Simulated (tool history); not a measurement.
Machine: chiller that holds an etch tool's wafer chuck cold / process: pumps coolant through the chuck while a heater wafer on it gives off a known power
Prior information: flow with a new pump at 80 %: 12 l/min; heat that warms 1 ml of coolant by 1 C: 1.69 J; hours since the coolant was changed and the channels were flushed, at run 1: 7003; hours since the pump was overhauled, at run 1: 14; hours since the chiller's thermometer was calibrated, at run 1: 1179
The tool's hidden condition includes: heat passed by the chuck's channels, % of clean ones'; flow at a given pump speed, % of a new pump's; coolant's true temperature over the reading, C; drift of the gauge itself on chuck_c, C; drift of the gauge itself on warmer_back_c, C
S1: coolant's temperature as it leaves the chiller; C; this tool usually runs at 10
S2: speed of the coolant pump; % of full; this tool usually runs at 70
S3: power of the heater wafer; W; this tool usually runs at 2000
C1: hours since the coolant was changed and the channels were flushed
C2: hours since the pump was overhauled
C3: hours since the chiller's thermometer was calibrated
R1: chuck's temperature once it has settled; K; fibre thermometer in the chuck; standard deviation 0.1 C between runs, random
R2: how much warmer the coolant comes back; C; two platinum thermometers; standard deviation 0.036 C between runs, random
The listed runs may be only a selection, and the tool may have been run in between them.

run     day  S1  S2    S3    C1   C2    C3      R1    R2
  1   0.000  10  70  2000  7003   14  1179  302.35  6.88
  2   0.871  10  96  2000  7024   35  1200  298.55  4.91
  3   2.267  10  88  2000  7057   68  1233  299.45  5.40
  4   3.154  10  70  2810  7079   90  1254  310.15  9.67
  5   4.696  10  70  2810  7116  127  1291  310.15  9.64
  6   6.254  10  70  2810  7153  164  1329  310.25  9.66
  7   7.008  16  70  2000  7171  182  1347  308.45  6.85
  8   8.617  16  71  2317  7210  221  1386  311.25  7.85
  9   9.592   6  74  2465  7233  244  1409  302.05  8.03
 10  11.325   6  74  2465  7275  286  1451  301.85  8.00
 11  12.729  10  69  1026  7308  319  1484  293.35  3.57

Run 12, settings as shown, results not yet in. Your forecast:
 12  13.842   7  70  2000  7335  346  1511   ?   ?

Run 12 produced R1 299.45 K, R2 6.91 C.
With no hidden state in the tool, this same run would have given R1 297.25 K, R2 6.83 C.

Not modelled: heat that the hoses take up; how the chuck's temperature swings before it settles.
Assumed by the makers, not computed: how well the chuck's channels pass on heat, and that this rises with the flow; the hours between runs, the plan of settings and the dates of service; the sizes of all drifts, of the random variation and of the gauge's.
